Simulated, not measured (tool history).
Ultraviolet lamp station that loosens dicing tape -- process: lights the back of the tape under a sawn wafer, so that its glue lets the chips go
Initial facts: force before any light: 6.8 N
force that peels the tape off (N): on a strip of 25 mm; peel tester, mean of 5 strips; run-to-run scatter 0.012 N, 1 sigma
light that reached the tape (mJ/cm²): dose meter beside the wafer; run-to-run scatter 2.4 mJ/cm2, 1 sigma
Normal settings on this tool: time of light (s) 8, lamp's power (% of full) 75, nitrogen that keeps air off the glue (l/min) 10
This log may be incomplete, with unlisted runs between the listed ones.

| run | day | time of light (s) | lamp's power (% of full) | nitrogen that keeps air off the glue (l/min) | force that peels the tape off (N) | light that reached the tape (mJ/cm²) |
|---|---|---|---|---|---|---|
| 1 | 0.000 | 8 | 75 | 10 | 0.546 | 250 |
| 2 | 3.517 | 8 | 75 | 10 | 0.565 | 246 |
| 3 | 6.283 | 8 | 65 | 10 | 0.726 | 221 |
| 4 | 9.208 | 8 | 75 | 10 | 0.556 | 251 |
| 5 | 11.954 | 8 | 75 | 11 | 0.517 | 251 |
|  | 13.133 | window cleaned of glue's vapour |
| 6 | 15.492 | 9 | 75 | 10 | 0.456 | 280 |
| 7 | 19.112 | 9 | 75 | 10 | 0.463 | 278 |
| 8 | 22.258 | 8 | 75 | 10 | 0.592 | 245 |
| 9 | 23.846 | 8 | 75 | 10 | 0.561 | 248 |
| 10 | 26.400 | 8 | 75 | 10 | 0.564 | 249 |
| 11 | 29.279 | 8 | 75 | 10 | 0.555 | 254 |
| 12 | 32.954 | 8 | 99 | 10 | 0.356 | 331 |
|  | 33.296 | lamp changed |
|  | 33.879 | window cleaned of glue's vapour |
| 13 | 35.300 | 8 | 99 | 10 | 0.360 | 330 |
| 14 | 37.733 | 8 | 99 | 10 | 0.348 | 328 |
| 15 | 39.671 | 8 | 99 | 10 | 0.363 | 331 |
| 16 | 42.725 | 8 | 99 | 10 | 0.353 | 328 |
| 17 | 45.392 | 8 | 99 | 10 | 0.373 | 333 |
| 18 | 48.433 | 12 | 81 | 18 | 0.272 | 409 |
| 19 | 50.800 | 14 | 60 | 12 | 0.319 | 350 |
| 20 | 52.338 | 14 | 60 | 12 | 0.301 | 350 |
| 21 | 54.004 | 8 | 84 | 10 | 0.449 | 281 |
|  | 54.562 | window cleaned of glue's vapour |
| 22 | 55.621 | 5 | 75 | 9 | 1.285 | 154 |
| 23 | 58.538 | 4 | 75 | 9 | 1.797 | 126 |
| 24 | 60.783 | 4 | 75 | 9 | 1.838 | 123 |
| 25 | 63.850 | 8 | 65 | 12 | 0.638 | 216 |
| 26 | 65.358 | 8 | 65 | 12 | 0.645 | 216 |
| 27 | 67.467 | 14 | 91 | 5 | 0.280 | 529 |
| 28 | 71.071 | 8 | 92 | 5 | 0.600 | 306 |
| 29 | 72.879 | 8 | 69 | 6 | 0.902 | 229 |
|  | 75.262 | window cleaned of glue's vapour |
| 30 | 75.496 | 11 | 66 | 17 | 0.331 | 304 |
|  | 77.542 | lamp changed |
| 31 | 77.921 | 11 | 66 | 6 | 0.556 | 305 |

Branching from run 31: 3 alternative next runs. What would each branch give?
| A | 79.600 | 8 | 62 | 15 | ? | ? |
| B | 79.600 | 14 | 82 | 3 | ? | ? |
| C | 79.600 | 15 | 67 | 18 | ? | ? |

| run | force that peels the tape off (N) | light that reached the tape (mJ/cm²) |
|---|---|---|
| A | 0.641 | 201 |
| B | 0.399 | 479 |
| C | 0.249 | 412 |
The same runs, with their run-to-run variation unchanged, on a tool lacking any hidden condition would have given:
| run | force that peels the tape off (N) | light that reached the tape (mJ/cm²) |
|---|---|---|
| A | 0.640 | 201 |
| B | 0.398 | 479 |
| C | 0.249 | 412 |
